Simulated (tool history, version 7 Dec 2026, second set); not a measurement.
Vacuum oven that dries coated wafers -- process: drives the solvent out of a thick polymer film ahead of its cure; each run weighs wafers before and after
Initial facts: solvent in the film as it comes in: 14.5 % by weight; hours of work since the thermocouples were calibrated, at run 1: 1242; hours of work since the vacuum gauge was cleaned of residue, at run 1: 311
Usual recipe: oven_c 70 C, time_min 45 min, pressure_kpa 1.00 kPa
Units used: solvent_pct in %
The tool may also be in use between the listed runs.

run,hour,oven_c,time_min,pressure_kpa,hours of work since the thermocouples were calibrated,hours of work since the vacuum gauge was cleaned of residue,solvent_pct
1,0.0,70,45,1.00,1242,311,2.72
2,12.9,75,45,1.00,1249,319,1.51
3,25.1,70,45,1.00,1257,326,2.69
4,33.0,70,45,1.00,1261,331,2.67
5,47.4,70,45,1.00,1270,339,2.66
6,59.9,70,45,1.00,1277,347,2.71
7,68.7,70,23,3.94,1283,352,6.11
8,81.2,82,25,3.94,1290,359,2.43
9,93.3,56,38,0.52,1297,367,7.34
10,106.3,78,38,3.44,1305,374,1.98
11,115.7,74,23,1.35,1310,380,4.32

Forecast each of these 5 alternatives for the next run:
A,130.6,65,23,3.04,1319,389,?
B,130.6,68,34,3.82,1319,389,?
C,130.6,81,22,0.96,1319,389,?
D,130.6,62,23,1.35,1319,389,?
E,130.6,69,59,1.00,1319,389,?

run,solvent_pct
A,7.52
B,5.28
C,2.47
D,7.74
E,1.95
With no hidden state in the tool, these same runs would have given:
run,solvent_pct
A,7.50
B,5.25
C,2.45
D,7.72
E,1.93
